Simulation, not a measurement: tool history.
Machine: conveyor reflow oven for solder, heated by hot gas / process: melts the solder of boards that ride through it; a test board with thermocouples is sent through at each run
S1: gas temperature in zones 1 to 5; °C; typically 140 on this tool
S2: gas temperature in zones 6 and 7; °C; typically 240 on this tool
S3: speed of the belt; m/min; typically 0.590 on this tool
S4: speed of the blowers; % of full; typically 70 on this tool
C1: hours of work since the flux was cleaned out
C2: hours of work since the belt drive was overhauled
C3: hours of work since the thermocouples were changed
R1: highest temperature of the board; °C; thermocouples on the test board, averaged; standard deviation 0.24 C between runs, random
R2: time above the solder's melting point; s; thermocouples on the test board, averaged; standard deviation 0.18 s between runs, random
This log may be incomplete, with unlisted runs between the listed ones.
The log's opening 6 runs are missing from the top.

run,hour,S1,S2,S3,S4,C1,C2,C3,R1,R2
7,128.8,140,240,0.590,69,92,538,519,216.3,45.2
8,159.4,140,240,0.590,69,114,559,541,215.6,45.1
9,188.1,140,240,0.590,69,134,580,561,215.7,44.3
10,217.8,140,240,0.590,69,155,601,582,215.5,44.5
11,245.6,140,240,0.590,69,175,621,602,214.7,44.4
12,267.9,140,240,0.590,70,191,637,618,215.4,44.6
13,282.4,140,240,0.590,53,201,647,628,207.4,37.2
14,305.0,140,240,0.590,53,217,663,644,207.5,37.2
15,323.4,140,240,0.590,53,231,676,658,207.8,36.4
16,347.4,135,240,0.590,71,248,693,675,214.4,42.2
17,368.3,135,240,0.590,71,262,708,690,213.9,41.9
18,390.5,135,240,0.590,71,278,724,705,213.7,41.7
19,407.9,135,240,0.590,71,291,737,718,213.8,41.4
20,437.2,135,240,0.590,71,312,757,739,213.3,41.7
21,458.2,150,228,0.590,60,327,772,754,203.6,37.0
22,471.4,153,254,0.582,69,336,782,763,228.5,57.4
# hour 491.1: flux residue cleaned out of gas plates and filters
23,493.1,129,240,0.702,70,1,794,775,207.3,29.1
24,514.5,129,240,0.702,70,17,809,790,207.1,29.0
25,532.9,138,233,0.494,70,30,822,803,216.7,55.2
26,547.8,139,252,0.565,79,40,833,814,231.4,56.3
27,574.1,140,253,0.590,74,59,851,833,229.2,52.9
28,591.0,149,254,0.590,74,71,863,845,231.3,56.6

Forecast run 29:
29,607.6,149,254,0.590,74,83,875,857,?,?

{"run 29": {"R1": 231.3, "R2": 57.0}}
If the tool had no hidden condition, the same run with the same run-to-run variation would have returned R1 232.9 °C, R2 56.6 s.

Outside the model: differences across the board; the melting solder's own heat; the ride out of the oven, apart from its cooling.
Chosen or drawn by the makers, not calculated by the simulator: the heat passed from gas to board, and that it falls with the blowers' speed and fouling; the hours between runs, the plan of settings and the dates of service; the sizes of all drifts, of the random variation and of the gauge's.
